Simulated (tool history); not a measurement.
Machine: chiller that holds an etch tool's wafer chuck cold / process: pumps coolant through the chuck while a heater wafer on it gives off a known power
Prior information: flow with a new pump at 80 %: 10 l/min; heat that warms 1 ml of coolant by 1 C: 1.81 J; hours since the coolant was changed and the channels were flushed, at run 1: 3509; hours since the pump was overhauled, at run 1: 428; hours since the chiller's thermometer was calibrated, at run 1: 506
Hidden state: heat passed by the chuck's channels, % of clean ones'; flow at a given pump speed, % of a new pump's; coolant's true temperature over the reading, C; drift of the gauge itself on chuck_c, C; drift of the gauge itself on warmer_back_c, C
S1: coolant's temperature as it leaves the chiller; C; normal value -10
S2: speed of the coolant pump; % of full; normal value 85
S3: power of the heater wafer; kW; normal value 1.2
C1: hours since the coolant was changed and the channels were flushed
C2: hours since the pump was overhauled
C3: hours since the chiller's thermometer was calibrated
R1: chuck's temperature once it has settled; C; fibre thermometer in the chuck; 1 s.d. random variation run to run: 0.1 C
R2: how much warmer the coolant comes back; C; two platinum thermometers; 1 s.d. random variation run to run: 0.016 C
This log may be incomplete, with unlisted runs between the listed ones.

run,day,S1,S2,S3,C1,C2,C3,R1,R2
1,0,-10,85,1.2,3509,428,506,0.6,3.75
2,1.2,-1,85,1.2,3538,457,535,9.6,3.74
3,2.279,-11,85,1.2,3564,483,561,-0.2,3.75
4,4.1,-11,85,1.2,3608,527,605,-0.2,3.71
5,5.783,-11,85,1.2,3648,567,645,-0.1,3.75
6,6.8,-11,85,1.2,3673,591,670,0,3.74
7,8.083,-10,85,1.2,3703,622,700,0.7,3.77
8,9.733,-10,85,1.2,3743,662,740,0.9,3.74
9,11.346,-10,85,1.2,3782,700,779,1,3.76
10,12.721,-15,85,1.2,3815,733,812,-4.1,3.77
11,14.062,-15,85,1.2,3847,766,844,-4.2,3.74
12,14.842,-10,85,1.2,3866,784,863,1,3.76
13,16.404,-10,85,1.2,3903,822,900,0.7,3.78
14,18.129,-10,85,1.2,3945,863,942,0.7,3.76
15,19.971,-10,85,1.2,3989,907,986,0.7,3.74
16,20.95,-10,85,1.2,4012,931,1009,0.9,3.75
17,22.8,-13,98,1.04,4057,975,1054,-4.6,2.8
18,24.325,-12,71,1.561,4093,1012,1090,4.3,5.87
19,25.725,-10,83,1.2,4127,1046,1124,1.2,3.83
20,27.067,-10,81,1.2,4159,1078,1156,1.3,3.95
21,28.092,-10,81,1.2,4184,1102,1181,1.4,3.95
22,29.871,-10,94,0.721,4226,1145,1223,-4,2.05
23,31.079,-10,94,0.721,4255,1174,1252,-3.8,2.04
24,32.133,-10,94,0.721,4281,1199,1278,-3.9,2.04
25,33.496,-10,94,0.721,4313,1232,1310,-3.9,2.05
26,34.783,-10,85,0.825,4344,1263,1341,-2.5,2.61
27,36.646,-6,60,1.42,4389,1308,1386,11,6.33
28,37.575,-6,60,1.42,4411,1330,1408,10.9,6.34
29,39.162,-19,61,0.915,4449,1368,1446,-8.2,4.03
30,40.667,-19,61,0.915,4485,1404,1483,-8.3,4.03
31,41.9,-10,66,1.2,4515,1434,1512,3.2,4.87

For some of the steps in R1 from one run to the next: how much would appear even if the tool had no hidden state, given the settings, what came in and random variation, and how much remains for the hidden state plus any gauge scatter that the measured result and the result without hidden state don't share?
Run 17 -> 18: S1 -13 -> -12, S2 98 -> 71, S3 1.04 -> 1.561. R1 +8.9 C: hidden state +0.5, all else +8.4.
Run 18 -> 19: S1 -12 -> -10, S2 71 -> 83, S3 1.561 -> 1.2. R1 -3.1 C: hidden state -0.4, all else -2.7.
Run 26 -> 27: S1 -10 -> -6, S2 85 -> 60, S3 0.825 -> 1.42. R1 +13.5 C: hidden state +0.7, all else +12.8.
Run 28 -> 29: S1 -6 -> -19, S2 60 -> 61, S3 1.42 -> 0.915. R1 -19.1 C: hidden state -0.4, all else -18.7.
Run 30 -> 31: S1 -19 -> -10, S2 61 -> 66, S3 0.915 -> 1.2. R1 +11.5 C: hidden state +0.1, all else +11.4.

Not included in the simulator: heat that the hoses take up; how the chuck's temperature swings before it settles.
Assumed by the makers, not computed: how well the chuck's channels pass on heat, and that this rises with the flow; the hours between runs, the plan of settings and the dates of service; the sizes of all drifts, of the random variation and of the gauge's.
